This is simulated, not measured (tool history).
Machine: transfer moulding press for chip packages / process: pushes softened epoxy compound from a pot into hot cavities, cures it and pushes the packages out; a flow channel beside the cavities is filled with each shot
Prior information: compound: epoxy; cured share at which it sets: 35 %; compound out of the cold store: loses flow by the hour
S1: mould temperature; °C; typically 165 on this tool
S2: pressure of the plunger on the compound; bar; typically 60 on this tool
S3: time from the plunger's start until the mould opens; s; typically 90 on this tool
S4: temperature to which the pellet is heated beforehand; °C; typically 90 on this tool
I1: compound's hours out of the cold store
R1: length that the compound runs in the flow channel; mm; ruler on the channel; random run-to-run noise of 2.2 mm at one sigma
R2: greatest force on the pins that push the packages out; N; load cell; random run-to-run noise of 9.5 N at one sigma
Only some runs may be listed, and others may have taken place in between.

run    day   S1    S2   S3  S4    I1   R1   R2
  1      0  165    60   90  90  40.7  529  605
  2  0.425  165    60   90  90  19.8  549  622
  3  1.167  165    60   90  88  21.3  548  654
     1.308  -- cavities cleaned with cleaning compound and waxed
  4  1.846  165    60   90  88  24.2  545  536
  5  2.388  165    60   90  88  42.7  523  603
  6  3.017  172  45.4  108  95  36.8  438  571
  7  3.492  172  45.4   95  91  47.1  429  571
     3.808  -- cavities cleaned with cleaning compound and waxed
  8  4.254  163  70.3   90  90  14.8  597  579
  9  4.983  163  70.3   90  90    13  602  639
 10  5.675  171  71.9   90  88  14.6  571  564

Some steps in R1 between neighbouring runs. How much of each would the tool show without its hidden state too (settings, what came in, random variation), and how much is left for the hidden state, with any gauge scatter that isn't in both results?
The hidden state here: true mould temperature over the reading, C; pressure that reaches the compound, % of what is set; grip of the stained cavities, % over clean ones'; drift of the gauge itself on flow_mm, %; drift of the gauge itself on push_out_n, %.
Run 7 -> 8: S1 172 -> 163, S2 45.4 -> 70.3, S3 95 -> 90, S4 91 -> 90, cavities cleaned with cleaning compound and waxed. R1 +168 mm: hidden state -7, all else +175.

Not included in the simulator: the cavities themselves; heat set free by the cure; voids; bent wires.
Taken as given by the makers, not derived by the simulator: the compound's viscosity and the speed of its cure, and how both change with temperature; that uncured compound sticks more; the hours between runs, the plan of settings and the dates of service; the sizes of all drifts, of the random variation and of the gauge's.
